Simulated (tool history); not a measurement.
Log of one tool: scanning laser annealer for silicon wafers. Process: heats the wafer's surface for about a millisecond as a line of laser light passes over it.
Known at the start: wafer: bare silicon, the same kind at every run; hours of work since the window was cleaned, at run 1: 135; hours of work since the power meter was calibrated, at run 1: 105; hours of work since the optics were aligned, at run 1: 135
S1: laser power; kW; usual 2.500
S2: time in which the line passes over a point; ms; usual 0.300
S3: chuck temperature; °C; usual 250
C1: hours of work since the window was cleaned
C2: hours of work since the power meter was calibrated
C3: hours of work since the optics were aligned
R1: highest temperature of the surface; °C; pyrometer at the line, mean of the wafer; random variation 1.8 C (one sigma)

run,hour,S1,S2,S3,C1,C2,C3,R1
1,0.0,2.500,0.300,250,135,105,135,1034
2,39.4,2.500,0.300,250,154,124,154,1036
3,86.5,2.500,0.300,250,177,147,177,1032
4,131.1,2.500,0.300,250,199,169,199,1027
5,162.6,2.500,0.300,287,214,184,214,1067
6,207.6,2.500,0.300,287,236,206,236,1062
7,244.8,2.500,0.300,242,254,224,254,1017
8,266.5,2.500,0.300,242,265,235,265,1016
9,300.4,2.500,0.300,242,281,251,281,1010
10,336.2,2.500,0.300,242,298,269,298,1009
11,381.6,2.500,0.239,250,321,291,321,943
# hour 386.2: window over the wafer cleaned
12,424.9,2.500,0.239,250,19,311,341,936
13,452.5,2.318,0.300,250,32,324,354,934
14,476.5,2.318,0.300,250,44,336,366,933
15,509.5,2.500,0.300,249,60,352,382,1005
# hour 546.1: window over the wafer cleaned, once more
16,554.0,2.500,0.300,272,4,373,403,1061
17,596.6,2.500,0.300,272,25,394,423,1057
18,630.2,2.500,0.300,272,41,410,440,1057
19,658.3,2.500,0.300,272,55,424,453,1054
20,696.6,2.500,0.300,272,73,442,472,1055
21,732.5,2.500,0.300,272,91,460,490,1050
22,773.7,2.458,0.300,250,111,480,510,1008
23,820.6,2.458,0.300,250,134,503,532,1008
24,844.3,2.558,0.360,242,145,514,544,1104
25,890.4,2.558,0.376,242,168,537,566,1119
26,934.3,2.558,0.376,242,189,558,588,1110
27,971.8,2.558,0.376,242,207,576,606,1115
28,1012.5,2.558,0.376,252,227,596,626,1121
29,1045.1,2.558,0.376,252,243,612,642,1121
30,1078.1,2.558,0.311,252,259,628,658,1048
31,1111.3,2.558,0.311,252,275,644,674,1049
32,1134.4,2.558,0.311,252,287,656,685,1047
33,1160.0,2.558,0.311,252,299,668,698,1044
34,1203.0,2.558,0.311,252,320,689,719,1045
35,1230.3,2.558,0.311,252,333,702,732,1043
36,1272.9,2.558,0.311,252,354,723,753,1045
37,1303.0,2.500,0.300,232,369,738,767,984
38,1334.5,2.671,0.300,215,384,753,783,1036
39,1358.4,2.470,0.237,252,396,765,794,919
40,1382.9,2.743,0.358,277,408,777,806,1188
41,1402.1,2.743,0.358,277,417,786,816,1185

Forecast each of these 3 alternatives for the next run:
A,1432.4,2.324,0.223,289,432,801,830,?
B,1432.4,2.700,0.214,228,432,801,830,?
C,1432.4,2.436,0.310,277,432,801,830,?

run,R1
A,886
B,940
C,1013
Without the tool's hidden state the same runs would have given:
run,R1
A,929
B,991
C,1065
